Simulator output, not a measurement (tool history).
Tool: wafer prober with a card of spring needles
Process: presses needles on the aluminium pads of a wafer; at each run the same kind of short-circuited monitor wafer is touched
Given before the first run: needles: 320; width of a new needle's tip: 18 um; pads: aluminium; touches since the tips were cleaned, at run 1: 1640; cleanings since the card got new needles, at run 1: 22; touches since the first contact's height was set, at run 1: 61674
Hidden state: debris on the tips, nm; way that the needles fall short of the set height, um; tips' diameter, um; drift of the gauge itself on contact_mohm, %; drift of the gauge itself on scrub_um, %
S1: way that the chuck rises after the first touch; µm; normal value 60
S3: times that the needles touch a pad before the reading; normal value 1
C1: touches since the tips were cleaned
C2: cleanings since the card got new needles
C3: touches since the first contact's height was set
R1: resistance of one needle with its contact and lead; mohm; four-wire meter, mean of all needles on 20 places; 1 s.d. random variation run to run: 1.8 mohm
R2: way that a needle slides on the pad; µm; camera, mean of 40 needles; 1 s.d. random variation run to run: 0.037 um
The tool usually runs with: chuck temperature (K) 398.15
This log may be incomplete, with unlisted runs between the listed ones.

run 1 hour=0 | S1=60 chuck_temperature_(K)=398.15 S3=1 | C1=1640 C2=22 C3=61674 | R1=190 R2=14.91
-- hour=2.1 tips cleaned on abrasive film
-- hour=6.8 tips cleaned on abrasive film
-- hour=11.5 tips cleaned on abrasive film
-- hour=12.8 height of the first contact set anew
run 2 hour=15.4 | S1=42 chuck_temperature_(K)=398.15 S3=1 | C1=2132 C2=25 C3=1548 | R1=197 R2=10.47
-- hour=16.4 tips cleaned on abrasive film
-- hour=20.4 tips cleaned on abrasive film
-- hour=25.1 tips cleaned on abrasive film
-- hour=29.8 tips cleaned on abrasive film
run 3 hour=31.1 | S1=55 chuck_temperature_(K)=398.15 S3=1 | C1=756 C2=29 C3=10706 | R1=190 R2=13.68
-- hour=33.8 tips cleaned on abrasive film
-- hour=38.6 tips cleaned on abrasive film
-- hour=43.3 tips cleaned on abrasive film
run 4 hour=46.7 | S1=55 chuck_temperature_(K)=398.15 S3=1 | C1=2020 C2=32 C3=19837 | R1=191 R2=13.75
-- hour=47.5 tips cleaned on abrasive film
-- hour=52.1 tips cleaned on abrasive film
run 5 hour=54.3 | S1=60 chuck_temperature_(K)=398.15 S3=1 | C1=1340 C2=34 C3=24278 | R1=187 R2=14.91
-- hour=57 tips cleaned on abrasive film
-- hour=62 tips cleaned on abrasive film
run 6 hour=65 | S1=60 chuck_temperature_(K)=398.15 S3=1 | C1=1805 C2=36 C3=30536 | R1=185 R2=15
-- hour=66.1 tips cleaned on abrasive film
-- hour=70.8 tips cleaned on abrasive film
-- hour=75.3 tips cleaned on abrasive film
-- hour=79.3 tips cleaned on abrasive film
run 7 hour=80.7 | S1=60 chuck_temperature_(K)=398.15 S3=2 | C1=853 C2=40 C3=39662 | R1=190 R2=15.01
-- hour=83.6 tips cleaned on abrasive film
-- hour=88.1 tips cleaned on abrasive film
run 8 hour=91.7 | S1=55 chuck_temperature_(K)=398.15 S3=1 | C1=2120 C2=42 C3=46088 | R1=191 R2=13.74
-- hour=92.7 tips cleaned on abrasive film
-- hour=97.6 tips cleaned on abrasive film
-- hour=102.6 tips cleaned on abrasive film
-- hour=106.6 tips cleaned on abrasive film
run 9 hour=106.6 | S1=60 chuck_temperature_(K)=353.15 S3=1 | C1=0 C2=46 C3=54790 | R1=178 R2=14.93
-- hour=110.6 tips cleaned on abrasive film
-- hour=115.6 tips cleaned on abrasive film
-- hour=120 tips cleaned on abrasive film
run 10 hour=120 | S1=60 chuck_temperature_(K)=353.15 S3=1 | C1=0 C2=49 C3=62598 | R1=177 R2=14.97
-- hour=124 tips cleaned on abrasive film
-- hour=129 tips cleaned on abrasive film
run 11 hour=130.4 | S1=60 chuck_temperature_(K)=353.15 S3=1 | C1=839 C2=51 C3=68683 | R1=177 R2=15.04
-- hour=131.7 height of the first contact set anew
-- hour=133.7 tips cleaned on abrasive film
-- hour=138.3 tips cleaned on abrasive film
-- hour=143.1 tips cleaned on abrasive film
run 12 hour=143.2 | S1=60 chuck_temperature_(K)=353.15 S3=1 | C1=25 C2=54 C3=6668 | R1=180 R2=15.14
-- hour=148 tips cleaned on abrasive film
-- hour=152.9 tips cleaned on abrasive film
run 13 hour=155.8 | S1=60 chuck_temperature_(K)=353.15 S3=1 | C1=1740 C2=56 C3=14110 | R1=180 R2=15.02
-- hour=157.8 tips cleaned on abrasive film
-- hour=162.6 tips cleaned on abrasive film
-- hour=167.4 tips cleaned on abrasive film
run 14 hour=170.3 | S1=60 chuck_temperature_(K)=353.15 S3=1 | C1=1682 C2=59 C3=22552 | R1=178 R2=15.13
-- hour=172.1 tips cleaned on abrasive film
-- hour=176.6 tips cleaned on abrasive film
run 15 hour=177.3 | S1=54 chuck_temperature_(K)=298.15 S3=2 | C1=428 C2=61 C3=26656 | R1=173 R2=13.66
-- hour=181 tips cleaned on abrasive film
-- hour=185.9 tips cleaned on abrasive film
run 16 hour=188.3 | S1=60 chuck_temperature_(K)=367.15 S3=1 | C1=1401 C2=63 C3=33080 | R1=183 R2=15.11
-- hour=190.3 tips cleaned on abrasive film
-- hour=194.9 tips cleaned on abrasive film
run 17 hour=198 | S1=50 chuck_temperature_(K)=320.15 S3=2 | C1=1880 C2=65 C3=38759 | R1=177 R2=12.63
-- hour=199.1 tips cleaned on abrasive film
-- hour=203.8 tips cleaned on abrasive film
-- hour=208.8 tips cleaned on abrasive film
-- hour=213.7 tips cleaned on abrasive film
run 18 hour=215.2 | S1=50 chuck_temperature_(K)=320.15 S3=2 | C1=901 C2=69 C3=48782 | R1=176 R2=12.59
-- hour=218.2 tips cleaned on abrasive film
-- hour=222.8 tips cleaned on abrasive film
run 19 hour=223.4 | S1=50 chuck_temperature_(K)=309.15 S3=2 | C1=358 C2=71 C3=53555 | R1=176 R2=12.59
-- hour=227.4 tips cleaned on abrasive film
run 20 hour=230.4 | S1=65 chuck_temperature_(K)=322.15 S3=1 | C1=1771 C2=72 C3=57657 | R1=176 R2=16.41
-- hour=231.4 tips cleaned on abrasive film
-- hour=236.3 tips cleaned on abrasive film
run 21 hour=239.1 | S1=70 chuck_temperature_(K)=307.15 S3=1 | C1=1712 C2=74 C3=62775 | R1=170 R2=17.65
-- hour=241.2 tips cleaned on abrasive film
-- hour=246.1 tips cleaned on abrasive film
run 22 hour=246.3 | S1=70 chuck_temperature_(K)=307.15 S3=1 | C1=155 C2=76 C3=66953 | R1=172 R2=17.59
-- hour=250.2 tips cleaned on abrasive film
-- hour=250.5 height of the first contact set anew
-- hour=255.5 tips cleaned on abrasive film
run 23 hour=258.2 | S1=70 chuck_temperature_(K)=307.15 S3=1 | C1=1643 C2=78 C3=4540 | R1=171 R2=17.69
-- hour=260.1 tips cleaned on abrasive film
-- hour=265 tips cleaned on abrasive film
run 24 hour=265.4 | S1=63 chuck_temperature_(K)=302.15 S3=1 | C1=225 C2=80 C3=8705 | R1=171 R2=15.87
-- hour=269.3 tips cleaned on abrasive film
run 25 hour=272.9 | S1=60 chuck_temperature_(K)=398.15 S3=3 | C1=2173 C2=81 C3=13124 | R1=189 R2=15.17
-- hour=274 tips cleaned on abrasive film
-- hour=278.8 tips cleaned on abrasive film
run 26 hour=280.3 | S1=60 chuck_temperature_(K)=398.15 S3=3 | C1=858 C2=83 C3=17403 | R1=188 R2=15.2
-- hour=283.1 tips cleaned on abrasive film
-- hour=287.9 tips cleaned on abrasive film
run 27 hour=289.9 | S1=67 chuck_temperature_(K)=313.15 S3=1 | C1=1218 C2=85 C3=23051 | R1=172 R2=16.93
-- hour=292.7 tips cleaned on abrasive film
-- hour=296.7 tips cleaned on abrasive film
-- hour=301.6 tips cleaned on abrasive film
-- hour=306.4 tips cleaned on abrasive film
run 28 hour=306.7 | S1=47 chuck_temperature_(K)=398.15 S3=1 | C1=199 C2=89 C3=32834 | R1=194 R2=11.94

Below are 5 alternative next runs, each starting from the tool's condition after run 28. Predict each:
-- hour=310.7 tips cleaned on abrasive film
-- hour=315.2 tips cleaned on abrasive film
run A hour=316.3 | S1=60 chuck_temperature_(K)=374.15 S3=1 | C1=658 C2=91 C3=38442 | R1=? R2=?
-- hour=310.7 tips cleaned on abrasive film
-- hour=315.2 tips cleaned on abrasive film
run B hour=316.3 | S1=43 chuck_temperature_(K)=316.15 S3=2 | C1=658 C2=91 C3=38442 | R1=? R2=?
-- hour=310.7 tips cleaned on abrasive film
-- hour=315.2 tips cleaned on abrasive film
run C hour=316.3 | S1=47 chuck_temperature_(K)=325.15 S3=2 | C1=658 C2=91 C3=38442 | R1=? R2=?
-- hour=310.7 tips cleaned on abrasive film
-- hour=315.2 tips cleaned on abrasive film
run D hour=316.3 | S1=42 chuck_temperature_(K)=398.15 S3=3 | C1=658 C2=91 C3=38442 | R1=? R2=?
-- hour=310.7 tips cleaned on abrasive film
-- hour=315.2 tips cleaned on abrasive film
run E hour=316.3 | S1=60 chuck_temperature_(K)=398.15 S3=1 | C1=658 C2=91 C3=38442 | R1=? R2=?

run=A R1=184 R2=15.17
run=B R1=177 R2=10.82
run=C R1=179 R2=11.89
run=D R1=196 R2=10.66
run=E R1=187 R2=15.25
Without the tool's unlogged condition, the same runs would have read:
run=A R1=184 R2=14.91
run=B R1=177 R2=10.64
run=C R1=179 R2=11.69
run=D R1=196 R2=10.48
run=E R1=187 R2=14.99

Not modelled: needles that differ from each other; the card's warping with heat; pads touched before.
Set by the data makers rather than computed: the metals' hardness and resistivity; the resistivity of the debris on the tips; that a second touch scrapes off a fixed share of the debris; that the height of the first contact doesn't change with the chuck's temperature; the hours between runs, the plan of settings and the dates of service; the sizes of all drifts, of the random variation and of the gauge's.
